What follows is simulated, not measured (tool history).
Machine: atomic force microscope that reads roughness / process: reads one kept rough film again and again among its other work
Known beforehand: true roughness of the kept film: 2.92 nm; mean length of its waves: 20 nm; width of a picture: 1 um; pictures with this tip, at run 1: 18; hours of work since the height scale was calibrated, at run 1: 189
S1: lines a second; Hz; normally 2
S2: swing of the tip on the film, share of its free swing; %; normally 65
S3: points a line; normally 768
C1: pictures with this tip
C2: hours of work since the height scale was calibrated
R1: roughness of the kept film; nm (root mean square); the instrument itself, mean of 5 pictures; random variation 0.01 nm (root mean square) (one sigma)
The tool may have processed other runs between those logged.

Run 1, day 0: usual settings; C1 18; C2 189. Result: R1 2.318 nm (root mean square).
Run 2, day 0.267: usual settings; C1 25; C2 194. Result: R1 2.275 nm (root mean square).
Run 3, day 0.475: usual settings; C1 31; C2 197. Result: R1 2.247 nm (root mean square).
Run 4, day 0.762: usual settings; C1 39; C2 202. Result: R1 2.212 nm (root mean square).
Run 5, day 1.175: usual settings but S1 2.65 Hz; C1 51; C2 209. Result: R1 2.125 nm (root mean square).
Run 6, day 1.575: usual settings but S1 2.65 Hz, S2 70 %; C1 62; C2 215. Result: R1 2.03 nm (root mean square).
Run 7, day 1.829: usual settings but S1 2.65 Hz, S2 70 %; C1 69; C2 220. Result: R1 1.998 nm (root mean square).
Run 8, day 2.146: usual settings but S1 2.65 Hz, S2 70 %; C1 78; C2 225. Result: R1 1.962 nm (root mean square).
Run 9, day 2.433: usual settings; C1 86; C2 229. Result: R1 2.033 nm (root mean square).
Run 10, day 2.671: usual settings; C1 92; C2 233. Result: R1 2.011 nm (root mean square).
At day 2.75: height scale calibrated on a step standard.
Run 11, day 2.938: usual settings; C1 99; C2 3. Result: R1 1.973 nm (root mean square).
Run 12, day 3.342: usual settings; C1 110; C2 10. Result: R1 1.937 nm (root mean square).
Run 13, day 3.662: usual settings but S2 77 %; C1 119; C2 15. Result: R1 1.803 nm (root mean square).
At day 3.733: height scale calibrated on a step standard, once more.
Run 14, day 4.004: usual settings but S1 0.88 Hz, S3 266; C1 127; C2 4. Result: R1 1.899 nm (root mean square).
Run 15, day 4.329: usual settings but S1 0.88 Hz, S3 266; C1 136; C2 10. Result: R1 1.872 nm (root mean square).
Run 16, day 4.642: usual settings but S1 3.38 Hz, S2 80 %, S3 891; C1 145; C2 15. Result: R1 1.577 nm (root mean square).
Run 17, day 5.029: usual settings but S1 3.38 Hz, S2 80 %, S3 891; C1 156; C2 21. Result: R1 1.538 nm (root mean square).
Run 18, day 5.379: usual settings but S1 3.38 Hz, S2 80 %, S3 891; C1 165; C2 27. Result: R1 1.514 nm (root mean square).
Run 19, day 5.771: usual settings but S3 354; C1 176; C2 33. Result: R1 1.74 nm (root mean square).
Run 20, day 6.133: usual settings but S1 0.59 Hz, S2 83 %, S3 956; C1 186; C2 39. Result: R1 1.748 nm (root mean square).
Run 21, day 6.408: usual settings but S2 57 %, S3 774; C1 194; C2 44. Result: R1 1.751 nm (root mean square).
Run 22, day 6.704: usual settings but S2 73 %, S3 274; C1 202; C2 49. Result: R1 1.586 nm (root mean square).
Run 23, day 7.054: usual settings but S2 73 %, S3 274; C1 212; C2 54. Result: R1 1.561 nm (root mean square).
Run 24, day 7.242: usual settings but S1 2.86 Hz, S3 807; C1 217; C2 57. Result: R1 1.617 nm (root mean square).
Run 25, day 7.567: usual settings but S1 2.84 Hz, S3 826; C1 226; C2 63. Result: R1 1.588 nm (root mean square).

What would each run have given without the hidden state, its run-to-run variation left as it was?
The hidden state here: radius of the tip, nm; height scale over the true one, %; drift of the gauge itself on roughness_nm, %.
run     R1
  1  2.396
  2  2.385
  3  2.383
  4  2.382
  5  2.343
  6  2.285
  7  2.277
  8  2.274
  9  2.387
 10  2.388
 11  2.374
 12  2.375
 13  2.246
 14  2.395
 15  2.395
 16  2.046
 17  2.032
 18  2.026
 19  2.367
 20  2.415
 21  2.446
 22  2.244
 23  2.242
 24  2.336
 25  2.319
